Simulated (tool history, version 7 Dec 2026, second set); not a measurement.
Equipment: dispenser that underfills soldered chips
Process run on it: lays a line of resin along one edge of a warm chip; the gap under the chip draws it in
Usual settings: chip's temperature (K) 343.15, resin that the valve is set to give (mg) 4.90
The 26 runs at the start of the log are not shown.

run	hour	chip's temperature (K)	resin that the valve is set to give (mg)	time until the resin shows at the far edge (s)	resin that the valve gave (mg)
# hour 189.8: new syringe of resin
27	192.4	343.15	4.49	10.6	4.32
28	197.2	343.15	4.49	14.1	4.30
# hour 198.4: new syringe of resin
29	202.9	341.15	5.14	12.2	4.97
# hour 207.2: new syringe of resin
30	210.9	343.15	4.45	11.5	4.27
# hour 216.2: new syringe of resin
31	217.3	343.15	4.45	10.1	4.26
# hour 225.1: new syringe of resin
32	225.9	343.15	4.45	10.0	4.22
33	230.5	346.15	4.28	11.6	4.02
# hour 233.2: dispensing valve cleaned and set on the balance
# hour 234.7: new syringe of resin
34	239.1	344.15	4.90	11.7	4.85
# hour 243.3: new syringe of resin
35	245.6	342.15	5.17	11.3	5.13

Each row is a separate what-if for the run after 35, all from the same tool condition, not one after another. Results?
# hour 252.2: new syringe of resin
A	254.5	352.15	5.57	?	?
# hour 252.2: new syringe of resin
B	254.5	328.15	4.28	?	?
# hour 252.2: new syringe of resin
C	254.5	329.15	4.49	?	?
# hour 252.2: new syringe of resin
D	254.5	339.15	4.91	?	?

run	time until the resin shows at the far edge (s)	resin that the valve gave (mg)
A	8.1	5.55
B	18.6	4.22
C	18.5	4.44
D	13.0	4.80
Without the tool's hidden state the same runs would have given:
run	time until the resin shows at the far edge (s)	resin that the valve gave (mg)
A	7.7	5.61
B	17.8	4.26
C	17.6	4.49
D	12.4	4.85
